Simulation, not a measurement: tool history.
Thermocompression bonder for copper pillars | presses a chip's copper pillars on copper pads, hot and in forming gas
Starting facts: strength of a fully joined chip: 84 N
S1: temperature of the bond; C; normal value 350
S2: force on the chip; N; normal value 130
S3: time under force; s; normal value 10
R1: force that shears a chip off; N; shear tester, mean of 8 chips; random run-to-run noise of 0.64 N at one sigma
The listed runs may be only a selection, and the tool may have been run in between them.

run	day	S1	S2	S3	R1
1	0	350	130	10	48.3
2	0.45	350	130	10	47.9
3	0.888	350	130	10	48.7
4	1.862	350	130	10	47.6
5	2.358	350	130	10	48.6
6	3.242	350	130	10	47.9
7	4.067	350	130	10	47.4
8	4.633	350	130	10	47.5
9	5.454	350	167	10	59
10	6.05	375	134	10	55.8
11	7.054	367	84	15	41.3
12	7.612	356	142	19	64
13	8.575	356	93	19	45.8
14	9.296	342	139	6	40.8
15	9.758	342	139	6	40.5
16	10.788	342	81	6	22.9
17	11.746	342	81	6	22.4

Not shown: 1 entry that the log had between the listed runs. Between which runs, and how does the tool's hidden state differ before and after?
Run 9 -> run 10: forming gas filter changed (day 5.779)
  oxide that the forming gas leaves, % of the face: 1.04 -> 0.53

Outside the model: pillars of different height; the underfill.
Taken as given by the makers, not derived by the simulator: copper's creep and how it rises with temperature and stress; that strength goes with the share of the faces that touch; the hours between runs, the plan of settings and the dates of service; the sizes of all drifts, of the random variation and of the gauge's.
